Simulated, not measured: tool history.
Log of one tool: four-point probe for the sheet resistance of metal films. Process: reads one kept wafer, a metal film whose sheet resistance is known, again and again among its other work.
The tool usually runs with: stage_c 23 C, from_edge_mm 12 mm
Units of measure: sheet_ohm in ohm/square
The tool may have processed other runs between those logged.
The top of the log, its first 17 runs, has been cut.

run,hour,stage_c,from_edge_mm,sheet_ohm
18,264.8,23,4,0.446437
19,283.8,23,4,0.446250
20,294.8,25,24,0.441639
21,315.9,25,11,0.442042
# hour 330.3: stage's thermometer calibrated
22,331.6,31,15,0.438386
23,341.6,18,4,0.449286
24,359.4,28,5,0.442195
25,382.0,33,19,0.437112
26,395.4,33,19,0.437240
27,405.2,25,12,0.441676
28,421.5,25,12,0.441812
29,431.2,21,12,0.444063
30,448.9,21,9,0.444598
31,470.2,28,45,0.439607
32,483.0,31,12,0.438649
33,505.4,23,30,0.442658
34,527.6,23,30,0.442630

What if the next run were any one of these 4? Each begins from the tool's condition after run 34:
A,548.7,23,22,?
B,548.7,28,4,?
C,548.7,18,5,?
D,548.7,22,9,?

run,sheet_ohm
A,0.442755
B,0.443433
C,0.447937
D,0.443987
Take away the tool's hidden state, keep each run's random variation, and the runs would have read:
run,sheet_ohm
A,0.442763
B,0.443441
C,0.447944
D,0.443995

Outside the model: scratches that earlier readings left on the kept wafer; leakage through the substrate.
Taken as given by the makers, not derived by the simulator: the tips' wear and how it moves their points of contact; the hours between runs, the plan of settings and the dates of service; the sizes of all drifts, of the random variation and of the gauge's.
